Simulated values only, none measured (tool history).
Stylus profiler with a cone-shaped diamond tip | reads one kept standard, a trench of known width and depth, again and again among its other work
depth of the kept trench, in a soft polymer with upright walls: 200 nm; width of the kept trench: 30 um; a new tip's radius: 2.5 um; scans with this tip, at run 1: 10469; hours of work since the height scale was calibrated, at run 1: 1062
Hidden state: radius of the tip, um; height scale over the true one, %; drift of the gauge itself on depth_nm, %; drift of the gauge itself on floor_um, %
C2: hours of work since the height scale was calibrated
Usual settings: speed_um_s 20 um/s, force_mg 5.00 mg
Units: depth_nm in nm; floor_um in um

{"run": 1, "day": 0.0, "speed_um_s": 20, "force_mg": 5.0, "scans with this tip": 10469, "C2": 1062, "depth_nm": 202.02, "floor_um": 27.99}
{"run": 2, "day": 2.012, "speed_um_s": 20, "force_mg": 5.0, "scans with this tip": 10698, "C2": 1085, "depth_nm": 202.0, "floor_um": 27.97}
{"run": 3, "day": 4.325, "speed_um_s": 20, "force_mg": 5.0, "scans with this tip": 10963, "C2": 1112, "depth_nm": 202.09, "floor_um": 27.97}
{"run": 4, "day": 7.846, "speed_um_s": 20, "force_mg": 5.0, "scans with this tip": 11365, "C2": 1152, "depth_nm": 202.06, "floor_um": 28.01}
{"run": 5, "day": 11.029, "speed_um_s": 20, "force_mg": 5.0, "scans with this tip": 11728, "C2": 1189, "depth_nm": 202.03, "floor_um": 27.94}
{"run": 6, "day": 13.958, "speed_um_s": 20, "force_mg": 5.0, "scans with this tip": 12063, "C2": 1223, "depth_nm": 202.04, "floor_um": 27.96}
{"run": 7, "day": 17.846, "speed_um_s": 20, "force_mg": 5.0, "scans with this tip": 12507, "C2": 1268, "depth_nm": 202.0, "floor_um": 27.97}
{"run": 8, "day": 21.775, "speed_um_s": 20, "force_mg": 5.0, "scans with this tip": 12955, "C2": 1314, "depth_nm": 201.98, "floor_um": 28.03}
{"run": 9, "day": 23.638, "speed_um_s": 20, "force_mg": 5.0, "scans with this tip": 13168, "C2": 1335, "depth_nm": 202.04, "floor_um": 28.0}
{"day": 26.7, "done": "height scale calibrated on a step standard"}
{"run": 10, "day": 26.879, "speed_um_s": 20, "force_mg": 11.47, "scans with this tip": 13536, "C2": 2, "depth_nm": 203.52, "floor_um": 27.95}
{"run": 11, "day": 30.6, "speed_um_s": 20, "force_mg": 5.0, "scans with this tip": 13961, "C2": 45, "depth_nm": 202.03, "floor_um": 27.94}
{"run": 12, "day": 33.246, "speed_um_s": 20, "force_mg": 5.0, "scans with this tip": 14263, "C2": 76, "depth_nm": 201.95, "floor_um": 27.93}
{"run": 13, "day": 36.817, "speed_um_s": 20, "force_mg": 5.0, "scans with this tip": 14671, "C2": 117, "depth_nm": 202.09, "floor_um": 28.0}
{"run": 14, "day": 40.517, "speed_um_s": 20, "force_mg": 4.43, "scans with this tip": 15094, "C2": 160, "depth_nm": 201.85, "floor_um": 27.97}
{"run": 15, "day": 43.421, "speed_um_s": 25, "force_mg": 5.0, "scans with this tip": 15426, "C2": 194, "depth_nm": 202.0, "floor_um": 27.95}
{"run": 16, "day": 46.9, "speed_um_s": 20, "force_mg": 5.0, "scans with this tip": 15823, "C2": 234, "depth_nm": 202.02, "floor_um": 28.0}
{"run": 17, "day": 48.754, "speed_um_s": 20, "force_mg": 5.0, "scans with this tip": 16034, "C2": 255, "depth_nm": 202.03, "floor_um": 28.01}
{"run": 18, "day": 51.933, "speed_um_s": 16, "force_mg": 5.0, "scans with this tip": 16398, "C2": 292, "depth_nm": 202.06, "floor_um": 28.0}
{"run": 19, "day": 54.617, "speed_um_s": 20, "force_mg": 5.0, "scans with this tip": 16704, "C2": 323, "depth_nm": 202.07, "floor_um": 27.96}
{"day": 56.35, "done": "new tip fitted, height scale calibrated"}
{"run": 20, "day": 57.604, "speed_um_s": 20, "force_mg": 3.84, "scans with this tip": 144, "C2": 15, "depth_nm": 201.71, "floor_um": 27.99}
{"run": 21, "day": 60.125, "speed_um_s": 20, "force_mg": 7.61, "scans with this tip": 431, "C2": 44, "depth_nm": 202.68, "floor_um": 27.98}
{"run": 22, "day": 63.138, "speed_um_s": 44, "force_mg": 2.01, "scans with this tip": 776, "C2": 79, "depth_nm": 201.06, "floor_um": 27.9}
{"run": 23, "day": 66.292, "speed_um_s": 44, "force_mg": 2.01, "scans with this tip": 1136, "C2": 115, "depth_nm": 201.11, "floor_um": 27.84}
{"run": 24, "day": 69.725, "speed_um_s": 20, "force_mg": 1.8, "scans with this tip": 1528, "C2": 155, "depth_nm": 200.98, "floor_um": 27.94}
{"run": 25, "day": 72.825, "speed_um_s": 16, "force_mg": 1.71, "scans with this tip": 1882, "C2": 191, "depth_nm": 200.96, "floor_um": 28.02}
{"run": 26, "day": 76.338, "speed_um_s": 7, "force_mg": 2.99, "scans with this tip": 2283, "C2": 231, "depth_nm": 201.44, "floor_um": 28.01}
{"run": 27, "day": 78.096, "speed_um_s": 7, "force_mg": 2.99, "scans with this tip": 2484, "C2": 252, "depth_nm": 201.44, "floor_um": 28.04}
{"run": 28, "day": 80.65, "speed_um_s": 56, "force_mg": 3.81, "scans with this tip": 2776, "C2": 281, "depth_nm": 201.7, "floor_um": 27.91}
{"run": 29, "day": 84.521, "speed_um_s": 56, "force_mg": 3.81, "scans with this tip": 3218, "C2": 326, "depth_nm": 201.69, "floor_um": 27.89}
{"run": 30, "day": 86.9, "speed_um_s": 28, "force_mg": 8.24, "scans with this tip": 3489, "C2": 354, "depth_nm": 202.84, "floor_um": 28.0}
{"run": 31, "day": 90.804, "speed_um_s": 67, "force_mg": 8.71, "scans with this tip": 3935, "C2": 399, "depth_nm": 202.87, "floor_um": 27.96}
{"run": 32, "day": 94.275, "speed_um_s": 67, "force_mg": 8.71, "scans with this tip": 4332, "C2": 439, "depth_nm": 202.96, "floor_um": 27.94}
{"run": 33, "day": 96.754, "speed_um_s": 11, "force_mg": 9.97, "scans with this tip": 4615, "C2": 468, "depth_nm": 203.2, "floor_um": 27.99}
{"run": 34, "day": 99.471, "speed_um_s": 29, "force_mg": 1.75, "scans with this tip": 4925, "C2": 499, "depth_nm": 200.99, "floor_um": 27.93}
{"run": 35, "day": 101.217, "speed_um_s": 34, "force_mg": 2.51, "scans with this tip": 5124, "C2": 520, "depth_nm": 201.26, "floor_um": 27.9}
{"run": 36, "day": 104.404, "speed_um_s": 34, "force_mg": 2.51, "scans with this tip": 5488, "C2": 556, "depth_nm": 201.29, "floor_um": 27.97}
{"run": 37, "day": 106.512, "speed_um_s": 21, "force_mg": 5.0, "scans with this tip": 5729, "C2": 581, "depth_nm": 202.01, "floor_um": 28.07}
{"run": 38, "day": 109.846, "speed_um_s": 21, "force_mg": 5.0, "scans with this tip": 6110, "C2": 620, "depth_nm": 202.06, "floor_um": 27.98}
{"run": 39, "day": 111.833, "speed_um_s": 13, "force_mg": 11.9, "scans with this tip": 6337, "C2": 643, "depth_nm": 203.57, "floor_um": 27.99}
{"run": 40, "day": 115.279, "speed_um_s": 13, "force_mg": 3.3, "scans with this tip": 6730, "C2": 682, "depth_nm": 201.52, "floor_um": 28.02}
{"run": 41, "day": 117.312, "speed_um_s": 13, "force_mg": 3.3, "scans with this tip": 6963, "C2": 706, "depth_nm": 201.52, "floor_um": 28.01}
{"run": 42, "day": 119.579, "speed_um_s": 13, "force_mg": 5.73, "scans with this tip": 7221, "C2": 732, "depth_nm": 202.24, "floor_um": 28.02}

Measured less the same run without the tool's hidden state. The same run-to-run variation is in both; the gauge's scatter may not be:
run=1 floor_um=-0.02
run=2 floor_um=-0.02
run=3 floor_um=-0.02
run=4 floor_um=-0.02
run=5 floor_um=-0.02
run=6 floor_um=-0.02
run=7 floor_um=-0.02
run=8 floor_um=-0.02
run=9 floor_um=-0.03
run=10 floor_um=-0.02
run=11 floor_um=-0.02
run=12 floor_um=-0.02
run=13 floor_um=-0.03
run=14 floor_um=-0.02
run=15 floor_um=-0.02
run=16 floor_um=-0.02
run=17 floor_um=-0.02
run=18 floor_um=-0.02
run=19 floor_um=-0.03
run=20 floor_um=+0.00
run=21 floor_um=+0.00
run=22 floor_um=+0.00
run=23 floor_um=+0.00
run=24 floor_um=-0.01
run=25 floor_um=+0.00
run=26 floor_um=+0.00
run=27 floor_um=+0.00
run=28 floor_um=-0.01
run=29 floor_um=+0.00
run=30 floor_um=+0.00
run=31 floor_um=+0.00
run=32 floor_um=+0.00
run=33 floor_um=-0.01
run=34 floor_um=-0.01
run=35 floor_um=-0.01
run=36 floor_um=-0.01
run=37 floor_um=-0.01
run=38 floor_um=-0.01
run=39 floor_um=-0.01
run=40 floor_um=-0.01
run=41 floor_um=-0.01
run=42 floor_um=-0.01
depth_nm: within 0.01 nm of the measured result in every run.
